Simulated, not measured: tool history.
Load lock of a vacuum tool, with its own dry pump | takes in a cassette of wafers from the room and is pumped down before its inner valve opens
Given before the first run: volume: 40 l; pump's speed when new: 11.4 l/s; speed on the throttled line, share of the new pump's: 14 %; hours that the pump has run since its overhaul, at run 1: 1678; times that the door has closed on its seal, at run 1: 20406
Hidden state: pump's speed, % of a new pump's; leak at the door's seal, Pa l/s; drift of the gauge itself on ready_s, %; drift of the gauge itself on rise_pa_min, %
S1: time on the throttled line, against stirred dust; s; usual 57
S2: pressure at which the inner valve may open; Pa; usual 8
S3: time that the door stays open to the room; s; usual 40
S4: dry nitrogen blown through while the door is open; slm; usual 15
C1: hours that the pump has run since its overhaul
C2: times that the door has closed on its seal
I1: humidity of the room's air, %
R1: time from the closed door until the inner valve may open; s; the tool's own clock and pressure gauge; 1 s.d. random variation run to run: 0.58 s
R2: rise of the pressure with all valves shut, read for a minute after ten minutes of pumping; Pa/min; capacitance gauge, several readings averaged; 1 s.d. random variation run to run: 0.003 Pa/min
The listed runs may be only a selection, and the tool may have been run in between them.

{"run": 1, "hour": 0.0, "S1": 57, "S2": 8, "S3": 40, "S4": 15, "C1": 1678, "C2": 20406, "I1": 44.5, "R1": 83.0, "R2": 0.173}
{"run": 2, "hour": 58.6, "S1": 57, "S2": 8, "S3": 40, "S4": 15, "C1": 1737, "C2": 20559, "I1": 45.1, "R1": 83.2, "R2": 0.18}
{"run": 3, "hour": 137.7, "S1": 57, "S2": 8, "S3": 40, "S4": 15, "C1": 1816, "C2": 20766, "I1": 44.9, "R1": 83.4, "R2": 0.169}
{"run": 4, "hour": 210.1, "S1": 57, "S2": 8, "S3": 40, "S4": 15, "C1": 1888, "C2": 20955, "I1": 46.1, "R1": 82.9, "R2": 0.178}
{"run": 5, "hour": 327.1, "S1": 57, "S2": 8, "S3": 40, "S4": 15, "C1": 2005, "C2": 21261, "I1": 45.3, "R1": 83.0, "R2": 0.18}
{"run": 6, "hour": 452.7, "S1": 57, "S2": 8, "S3": 40, "S4": 15, "C1": 2131, "C2": 21590, "I1": 44.8, "R1": 83.2, "R2": 0.184}
{"run": 7, "hour": 564.5, "S1": 57, "S2": 8, "S3": 40, "S4": 15, "C1": 2243, "C2": 21882, "I1": 46.3, "R1": 83.9, "R2": 0.191}
{"run": 8, "hour": 687.2, "S1": 57, "S2": 8, "S3": 40, "S4": 15, "C1": 2365, "C2": 22203, "I1": 45.3, "R1": 84.1, "R2": 0.196}
{"run": 9, "hour": 761.1, "S1": 57, "S2": 8, "S3": 40, "S4": 15, "C1": 2439, "C2": 22396, "I1": 46.5, "R1": 83.2, "R2": 0.204}
{"run": 10, "hour": 877.2, "S1": 57, "S2": 8, "S3": 40, "S4": 15, "C1": 2555, "C2": 22700, "I1": 46.2, "R1": 85.1, "R2": 0.199}
{"run": 11, "hour": 942.1, "S1": 57, "S2": 8, "S3": 40, "S4": 15, "C1": 2620, "C2": 22869, "I1": 46.2, "R1": 84.0, "R2": 0.201}
{"run": 12, "hour": 1017.9, "S1": 57, "S2": 8, "S3": 40, "S4": 15, "C1": 2696, "C2": 23068, "I1": 46.4, "R1": 82.5, "R2": 0.208}
{"run": 13, "hour": 1132.4, "S1": 99, "S2": 8, "S3": 40, "S4": 15, "C1": 2811, "C2": 23367, "I1": 44.1, "R1": 121.1, "R2": 0.208}
{"run": 14, "hour": 1189.0, "S1": 99, "S2": 8, "S3": 40, "S4": 15, "C1": 2867, "C2": 23515, "I1": 45.1, "R1": 119.5, "R2": 0.212}
{"run": 15, "hour": 1289.6, "S1": 57, "S2": 8, "S3": 40, "S4": 15, "C1": 2968, "C2": 23778, "I1": 46.2, "R1": 83.4, "R2": 0.209}
{"run": 16, "hour": 1406.7, "S1": 57, "S2": 8, "S3": 40, "S4": 15, "C1": 3085, "C2": 24085, "I1": 43.3, "R1": 83.6, "R2": 0.221}
{"run": 17, "hour": 1491.4, "S1": 104, "S2": 8, "S3": 40, "S4": 15, "C1": 3170, "C2": 24306, "I1": 44.8, "R1": 122.6, "R2": 0.226}
{"run": 18, "hour": 1592.1, "S1": 104, "S2": 8, "S3": 40, "S4": 15, "C1": 3270, "C2": 24569, "I1": 44.3, "R1": 125.3, "R2": 0.221}
{"run": 19, "hour": 1671.2, "S1": 104, "S2": 8, "S3": 40, "S4": 15, "C1": 3349, "C2": 24776, "I1": 43.9, "R1": 125.0, "R2": 0.231}
{"run": 20, "hour": 1782.3, "S1": 51, "S2": 8, "S3": 167, "S4": 15, "C1": 3460, "C2": 25067, "I1": 47.4, "R1": 78.9, "R2": 0.26}
{"run": 21, "hour": 1916.6, "S1": 57, "S2": 8, "S3": 63, "S4": 28, "C1": 3595, "C2": 25418, "I1": 42.8, "R1": 83.6, "R2": 0.242}
{"run": 22, "hour": 2008.3, "S1": 57, "S2": 8, "S3": 63, "S4": 28, "C1": 3686, "C2": 25658, "I1": 45.4, "R1": 83.1, "R2": 0.241}
{"run": 23, "hour": 2098.4, "S1": 57, "S2": 8, "S3": 63, "S4": 28, "C1": 3777, "C2": 25893, "I1": 45.9, "R1": 83.1, "R2": 0.251}
{"run": 24, "hour": 2202.4, "S1": 77, "S2": 6, "S3": 63, "S4": 17, "C1": 3881, "C2": 26165, "I1": 43.2, "R1": 102.1, "R2": 0.251}
{"run": 25, "hour": 2276.5, "S1": 77, "S2": 6, "S3": 63, "S4": 17, "C1": 3955, "C2": 26359, "I1": 45.5, "R1": 102.8, "R2": 0.26}
{"run": 26, "hour": 2336.7, "S1": 76, "S2": 8, "S3": 40, "S4": 15, "C1": 4015, "C2": 26517, "I1": 44.0, "R1": 99.8, "R2": 0.255}
{"run": 27, "hour": 2457.9, "S1": 102, "S2": 12, "S3": 44, "S4": 6, "C1": 4136, "C2": 26834, "I1": 42.5, "R1": 121.2, "R2": 0.269}
{"run": 28, "hour": 2527.8, "S1": 65, "S2": 12, "S3": 44, "S4": 6, "C1": 4206, "C2": 27016, "I1": 45.2, "R1": 88.4, "R2": 0.267}
{"run": 29, "hour": 2584.7, "S1": 35, "S2": 11, "S3": 50, "S4": 8, "C1": 4263, "C2": 27165, "I1": 41.7, "R1": 63.4, "R2": 0.268}
{"run": 30, "hour": 2666.6, "S1": 50, "S2": 11, "S3": 50, "S4": 9, "C1": 4345, "C2": 27379, "I1": 42.6, "R1": 77.7, "R2": 0.271}
{"run": 31, "hour": 2766.2, "S1": 47, "S2": 6, "S3": 34, "S4": 30, "C1": 4444, "C2": 27640, "I1": 45.1, "R1": 76.9, "R2": 0.27}
{"run": 32, "hour": 2893.4, "S1": 57, "S2": 6, "S3": 40, "S4": 13, "C1": 4572, "C2": 27973, "I1": 43.6, "R1": 86.0, "R2": 0.272}
{"run": 33, "hour": 2984.0, "S1": 57, "S2": 6, "S3": 154, "S4": 15, "C1": 4662, "C2": 28209, "I1": 44.4, "R1": 84.1, "R2": 0.303}
{"run": 34, "hour": 3065.8, "S1": 78, "S2": 11, "S3": 83, "S4": 15, "C1": 4744, "C2": 28423, "I1": 45.3, "R1": 100.6, "R2": 0.291}
{"run": 35, "hour": 3171.5, "S1": 90, "S2": 11, "S3": 56, "S4": 15, "C1": 4850, "C2": 28700, "I1": 40.2, "R1": 111.1, "R2": 0.298}
{"run": 36, "hour": 3228.1, "S1": 57, "S2": 8, "S3": 40, "S4": 15, "C1": 4906, "C2": 28848, "I1": 43.9, "R1": 85.1, "R2": 0.292}

What if the next run were any one of these 3? Each begins from the tool's condition after run 36:
{"run": "A", "hour": 3318.5, "S1": 57, "S2": 8, "S3": 68, "S4": 15, "C1": 4997, "C2": 29084, "I1": 46.0, "R1": "?", "R2": "?"}
{"run": "B", "hour": 3318.5, "S1": 32, "S2": 8, "S3": 53, "S4": 15, "C1": 4997, "C2": 29084, "I1": 48.3, "R1": "?", "R2": "?"}
{"run": "C", "hour": 3318.5, "S1": 57, "S2": 9, "S3": 40, "S4": 15, "C1": 4997, "C2": 29084, "I1": 40.7, "R1": "?", "R2": "?"}

run=A R1=83.8 R2=0.302
run=B R1=63.2 R2=0.291
run=C R1=84.3 R2=0.297
Without the tool's unlogged condition, the same runs would have read:
run=A R1=82.3 R2=0.026
run=B R1=61.6 R2=0.019
run=C R1=82.8 R2=0.018

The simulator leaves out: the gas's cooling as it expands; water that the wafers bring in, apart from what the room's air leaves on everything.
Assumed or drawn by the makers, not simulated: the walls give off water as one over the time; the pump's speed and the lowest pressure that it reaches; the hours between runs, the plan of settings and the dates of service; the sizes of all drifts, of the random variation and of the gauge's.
